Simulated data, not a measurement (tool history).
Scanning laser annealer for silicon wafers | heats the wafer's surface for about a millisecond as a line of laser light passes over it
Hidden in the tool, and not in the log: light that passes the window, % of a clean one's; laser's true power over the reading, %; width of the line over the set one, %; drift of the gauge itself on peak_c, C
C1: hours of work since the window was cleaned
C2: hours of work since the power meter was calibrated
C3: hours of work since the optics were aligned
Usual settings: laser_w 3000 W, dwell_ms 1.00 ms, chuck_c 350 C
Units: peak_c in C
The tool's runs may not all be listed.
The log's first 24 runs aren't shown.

{"day": 34.792, "done": "window over the wafer cleaned"}
{"run": 25, "day": 35.079, "laser_w": 3000, "dwell_ms": 1.15, "chuck_c": 321, "C1": 4, "C2": 1717, "C3": 1398, "peak_c": 1096}
{"run": 26, "day": 36.588, "laser_w": 3247, "dwell_ms": 1.15, "chuck_c": 378, "C1": 28, "C2": 1740, "C3": 1421, "peak_c": 1216}
{"run": 27, "day": 38.254, "laser_w": 2898, "dwell_ms": 0.78, "chuck_c": 352, "C1": 54, "C2": 1766, "C3": 1447, "peak_c": 982}
{"run": 28, "day": 39.371, "laser_w": 2990, "dwell_ms": 1.25, "chuck_c": 352, "C1": 72, "C2": 1784, "C3": 1465, "peak_c": 1149}
{"run": 29, "day": 41.467, "laser_w": 2821, "dwell_ms": 0.72, "chuck_c": 330, "C1": 104, "C2": 1817, "C3": 1497, "peak_c": 922}
{"run": 30, "day": 43.538, "laser_w": 3000, "dwell_ms": 0.84, "chuck_c": 350, "C1": 137, "C2": 1849, "C3": 1530, "peak_c": 1019}
{"run": 31, "day": 44.962, "laser_w": 3148, "dwell_ms": 0.7, "chuck_c": 342, "C1": 159, "C2": 1871, "C3": 1552, "peak_c": 988}
{"run": 32, "day": 46.921, "laser_w": 2597, "dwell_ms": 0.99, "chuck_c": 373, "C1": 189, "C2": 1902, "C3": 1583, "peak_c": 984}
{"run": 33, "day": 48.142, "laser_w": 2597, "dwell_ms": 1.09, "chuck_c": 360, "C1": 209, "C2": 1921, "C3": 1602, "peak_c": 999}

5 ways to go on from here, each from the tool as it stands after run 33. What would each give?
{"run": "A", "day": 50.217, "laser_w": 2597, "dwell_ms": 0.96, "chuck_c": 359, "C1": 241, "C2": 1953, "C3": 1634, "peak_c": "?"}
{"run": "B", "day": 50.217, "laser_w": 3086, "dwell_ms": 0.85, "chuck_c": 360, "C1": 241, "C2": 1953, "C3": 1634, "peak_c": "?"}
{"run": "C", "day": 50.217, "laser_w": 2597, "dwell_ms": 1.13, "chuck_c": 360, "C1": 241, "C2": 1953, "C3": 1634, "peak_c": "?"}
{"run": "D", "day": 50.217, "laser_w": 2746, "dwell_ms": 0.9, "chuck_c": 366, "C1": 241, "C2": 1953, "C3": 1634, "peak_c": "?"}
{"run": "E", "day": 50.217, "laser_w": 2691, "dwell_ms": 1.02, "chuck_c": 359, "C1": 241, "C2": 1953, "C3": 1634, "peak_c": "?"}

run=A peak_c=961
run=B peak_c=1039
run=C peak_c=1008
run=D peak_c=988
run=E peak_c=1002
Without the tool's hidden state the same runs would have given:
run=A peak_c=984
run=B peak_c=1064
run=C peak_c=1032
run=D peak_c=1010
run=E peak_c=1026

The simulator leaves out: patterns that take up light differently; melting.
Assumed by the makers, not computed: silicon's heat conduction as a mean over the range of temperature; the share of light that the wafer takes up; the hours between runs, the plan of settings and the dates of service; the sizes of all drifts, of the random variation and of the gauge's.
